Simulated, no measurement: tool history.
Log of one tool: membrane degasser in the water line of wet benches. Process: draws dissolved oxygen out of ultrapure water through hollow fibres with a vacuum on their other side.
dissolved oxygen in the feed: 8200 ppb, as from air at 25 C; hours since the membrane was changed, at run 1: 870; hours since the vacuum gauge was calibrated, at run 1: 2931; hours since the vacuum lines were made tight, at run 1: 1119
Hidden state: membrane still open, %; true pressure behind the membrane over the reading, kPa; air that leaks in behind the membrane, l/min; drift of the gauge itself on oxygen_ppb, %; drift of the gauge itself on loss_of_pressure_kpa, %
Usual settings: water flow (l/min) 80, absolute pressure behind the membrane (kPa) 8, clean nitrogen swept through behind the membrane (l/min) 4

| run | hour | water flow (l/min) | absolute pressure behind the membrane (kPa) | clean nitrogen swept through behind the membrane (l/min) | hours since the membrane was changed | hours since the vacuum gauge was calibrated | hours since the vacuum lines were made tight | dissolved oxygen in the water behind the degasser (ppb) | pressure that the water loses in the fibres (kPa) |
|---|---|---|---|---|---|---|---|---|---|
| 1 | 0 | 80 | 8 | 4 | 870 | 2931 | 1119 | 224.7 | 51.47 |
| 2 | 23 | 80 | 8 | 4 | 893 | 2954 | 1142 | 225.7 | 51.45 |
| 3 | 42.7 | 80 | 8 | 4 | 912 | 2974 | 1162 | 226.1 | 51.63 |
| 4 | 62.6 | 80 | 8 | 4 | 932 | 2994 | 1182 | 225.6 | 51.95 |
| 5 | 98.4 | 80 | 8 | 4 | 968 | 3029 | 1218 | 225.2 | 51.37 |
| 6 | 133.3 | 80 | 8 | 4 | 1003 | 3064 | 1253 | 224.8 | 51.12 |
| 7 | 177.6 | 80 | 8 | 4 | 1047 | 3109 | 1297 | 226 | 51.78 |
| 8 | 197.8 | 80 | 8 | 4 | 1067 | 3129 | 1317 | 224.9 | 51.6 |
| 9 | 242.1 | 80 | 8 | 4 | 1112 | 3173 | 1362 | 225 | 51.64 |
| 10 | 263.5 | 64 | 16.29 | 3.01 | 1133 | 3195 | 1383 | 584.8 | 41.36 |
| 11 | 303.9 | 64 | 16.29 | 3.01 | 1173 | 3235 | 1423 | 588.7 | 41.52 |
| 12 | 326.5 | 55 | 8 | 4 | 1196 | 3258 | 1446 | 155.7 | 35.52 |
| 13 | 351.9 | 55 | 8 | 4 | 1221 | 3283 | 1471 | 156.4 | 35.75 |
| 14 | 396.4 | 65 | 9.59 | 5.98 | 1266 | 3327 | 1516 | 168.3 | 42.19 |
| 15 | 420.1 | 59 | 5.77 | 5.98 | 1290 | 3351 | 1540 | 66.2 | 38.08 |

Forecast run 16:
| 16 | 456.3 | 101 | 5.77 | 11.51 | 1326 | 3387 | 1576 | ? | ? |

{"run 16": {"dissolved oxygen in the water behind the degasser (ppb)": 82.2, "pressure that the water loses in the fibres (kPa)": 65.29}}
Without the tool's hidden state the same run would have given dissolved oxygen in the water behind the degasser (ppb) 80, pressure that the water loses in the fibres (kPa) 65.02.

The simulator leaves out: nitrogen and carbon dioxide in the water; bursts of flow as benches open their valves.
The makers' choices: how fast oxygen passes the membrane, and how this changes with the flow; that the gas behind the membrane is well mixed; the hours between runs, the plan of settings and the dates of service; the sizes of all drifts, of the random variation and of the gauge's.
